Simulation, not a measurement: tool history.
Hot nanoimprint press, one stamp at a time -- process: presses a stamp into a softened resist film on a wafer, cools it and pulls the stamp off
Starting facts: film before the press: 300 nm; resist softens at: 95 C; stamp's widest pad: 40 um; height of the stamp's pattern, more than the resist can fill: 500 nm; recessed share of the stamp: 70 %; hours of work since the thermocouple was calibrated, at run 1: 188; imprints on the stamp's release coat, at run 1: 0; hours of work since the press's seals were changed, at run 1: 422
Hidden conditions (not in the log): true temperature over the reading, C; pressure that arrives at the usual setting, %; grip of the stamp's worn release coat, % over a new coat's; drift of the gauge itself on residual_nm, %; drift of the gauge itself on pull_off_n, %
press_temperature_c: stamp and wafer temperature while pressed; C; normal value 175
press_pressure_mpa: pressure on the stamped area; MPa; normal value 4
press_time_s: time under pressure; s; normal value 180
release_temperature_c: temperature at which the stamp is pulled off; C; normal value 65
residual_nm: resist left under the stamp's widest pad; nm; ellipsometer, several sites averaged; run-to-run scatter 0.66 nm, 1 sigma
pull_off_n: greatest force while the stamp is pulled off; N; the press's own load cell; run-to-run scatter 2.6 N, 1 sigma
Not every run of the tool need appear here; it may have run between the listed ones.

run	day	press_temperature_c	press_pressure_mpa	press_time_s	release_temperature_c	hours of work since the thermocouple was calibrated	imprints on the stamp's release coat	hours of work since the press's seals were changed	residual_nm	pull_off_n
1	0	175	4	180	65	188	0	422	171.5	116
2	1.192	175	4	180	65	202	47	436	170.4	120
3	2.354	175	4	180	65	216	92	450	172.5	126
4	3.5	175	4	180	65	230	136	463	170.9	128
5	4.892	175	4	180	65	247	190	480	171.8	131
6	6.85	168	4	180	65	270	267	503	213.4	131
7	8.292	175	4	150	65	287	323	520	182.4	136
8	10.121	164	4	180	65	309	394	542	235.8	141
9	11.346	164	4	180	65	323	441	557	233.7	145
10	13.217	175	4	180	65	346	514	579	173.7	140
11	14.7	175	4	180	65	363	572	597	174.5	150
12	16.479	175	4	180	65	385	641	618	175.3	150
13	17.692	175	4	180	65	399	688	632	175.3	155
# day 19: plate thermocouple calibrated
14	19.208	175	4	180	65	2	742	649	171.4	151
15	21.292	175	4	180	65	27	823	674	171.6	155
16	23.096	175	2.79	259	57	49	893	695	180.9	192
17	24.892	175	2.79	259	57	70	963	717	179.8	197
18	27.029	175	2.79	259	57	96	1046	742	181.1	195
19	28.279	175	4.6	179	53	111	1095	757	163	217
20	30.412	175	4.6	179	53	136	1177	782	162.8	221
21	31.662	175	4.6	179	53	151	1226	797	164.2	225
22	33.817	175	4	109	65	176	1310	823	200.2	178
23	35.733	168	4.49	354	64	199	1384	846	170.8	183
24	37.879	176	3.96	91	50	225	1468	871	205.6	254
25	39.762	176	3.96	91	50	247	1541	894	205.7	255
26	41.025	165	3.68	121	65	262	1590	909	251.4	190
27	42.417	178	4	180	70	279	1644	925	159.8	179
28	43.338	175	4.53	165	53	290	1680	936	172.3	257
29	44.579	175	4.53	165	53	305	1728	951	170.9	257
30	46.071	175	2.58	194	61	322	1786	969	204.2	220

Below are 4 alternative next runs, each starting from the tool's condition after run 30. Predict each:
A	47.638	175	2.58	184	58	341	1847	988	?	?
B	47.638	184	4	247	70	341	1847	988	?	?
C	47.638	179	2.92	118	61	341	1847	988	?	?
D	47.638	175	2.85	194	60	341	1847	988	?	?

run	residual_nm	pull_off_n
A	209.2	239
B	118.6	181
C	203.1	228
D	198.9	234
Without the tool's unlogged condition, the same runs would have read:
run	residual_nm	pull_off_n
A	201.1	139
B	111	105
C	194.6	133
D	190.2	137
